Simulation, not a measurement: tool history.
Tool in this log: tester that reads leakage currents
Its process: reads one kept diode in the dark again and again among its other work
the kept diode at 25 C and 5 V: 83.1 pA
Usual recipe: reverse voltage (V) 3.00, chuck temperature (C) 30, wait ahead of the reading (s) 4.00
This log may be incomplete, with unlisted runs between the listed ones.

run,hour,reverse voltage (V),chuck temperature (C),wait ahead of the reading (s),current that the tester gives (pA)
1,0.0,3.00,30,4.00,105.64
2,123.3,3.00,21,4.00,47.81
3,205.6,3.00,21,4.00,47.64
4,308.4,3.00,21,4.00,47.85
5,388.3,3.00,30,4.00,106.16
6,469.7,3.00,30,4.00,104.80
7,572.3,3.00,58,4.00,951.02
8,650.3,1.16,30,4.00,72.54
# hour 705.8: tester calibrated
9,750.6,3.00,30,4.00,105.96
10,857.8,3.00,30,4.00,105.42
11,958.9,3.00,30,4.00,105.17
12,1093.4,3.00,30,4.00,105.51
13,1161.7,3.00,30,4.00,104.90
14,1257.1,3.00,30,4.00,105.18
15,1355.9,5.22,40,0.49,302.92
16,1453.0,5.22,40,0.49,304.08
17,1582.7,5.22,36,2.05,216.15
18,1695.0,5.22,36,2.05,218.48
19,1821.5,4.70,29,2.09,115.73
20,1877.5,2.65,36,2.35,166.75
21,1938.0,4.51,44,1.18,391.70
22,2000.0,4.51,44,1.18,390.60
23,2074.8,14.86,42,0.57,541.07

Run 24 comes next. What will it give?
24,2184.9,4.19,30,1.94,?

{"run 24": {"current that the tester gives (pA)": 120.51}}
With the hidden condition absent and the run-to-run variation left alone, this run would have shown current that the tester gives (pA) 120.42.
